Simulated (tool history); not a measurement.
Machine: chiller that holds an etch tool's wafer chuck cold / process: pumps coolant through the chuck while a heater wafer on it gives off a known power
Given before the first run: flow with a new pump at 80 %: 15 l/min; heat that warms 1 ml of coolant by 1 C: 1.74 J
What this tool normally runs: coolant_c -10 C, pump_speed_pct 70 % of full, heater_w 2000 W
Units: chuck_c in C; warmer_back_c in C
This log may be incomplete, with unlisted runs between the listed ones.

run,hour,coolant_c,pump_speed_pct,heater_w,chuck_c,warmer_back_c
1,0.0,-10,70,2000,6.3,5.26
2,36.4,-10,70,2000,6.3,5.23
3,78.8,-10,70,2000,6.3,5.22
4,115.6,-10,70,2000,6.3,5.28
5,155.1,-10,70,2000,6.4,5.23
6,194.5,-10,70,2000,6.3,5.19
7,220.1,-10,70,2000,6.4,5.22
8,259.3,-10,70,2000,6.4,5.23
9,290.1,-10,73,2000,5.9,5.05
10,334.7,-2,70,2000,14.4,5.24
11,374.3,-16,70,2000,0.4,5.26
12,398.9,-16,70,2791,6.9,7.35
13,421.7,-10,84,2000,4.4,4.45
14,449.2,-10,70,1403,1.3,3.70
15,484.0,-7,68,1403,4.7,3.85
16,512.8,-10,70,2331,9.0,6.13
17,558.3,-11,84,2076,4.0,4.55

Below are 4 alternative next runs, each starting from the tool's condition after run 17. Predict each:
A,583.3,-17,68,1776,?,?
B,583.3,-16,97,2489,?,?
C,583.3,-5,70,2000,?,?
D,583.3,-6,89,1189,?,?

run,chuck_c,warmer_back_c
A,-2.1,4.77
B,0.5,4.69
C,11.4,5.28
D,2.2,2.43
Take away the tool's hidden state, keep each run's random variation, and the runs would have read:
run,chuck_c,warmer_back_c
A,-2.8,4.76
B,-0.3,4.68
C,10.6,5.27
D,1.9,2.43

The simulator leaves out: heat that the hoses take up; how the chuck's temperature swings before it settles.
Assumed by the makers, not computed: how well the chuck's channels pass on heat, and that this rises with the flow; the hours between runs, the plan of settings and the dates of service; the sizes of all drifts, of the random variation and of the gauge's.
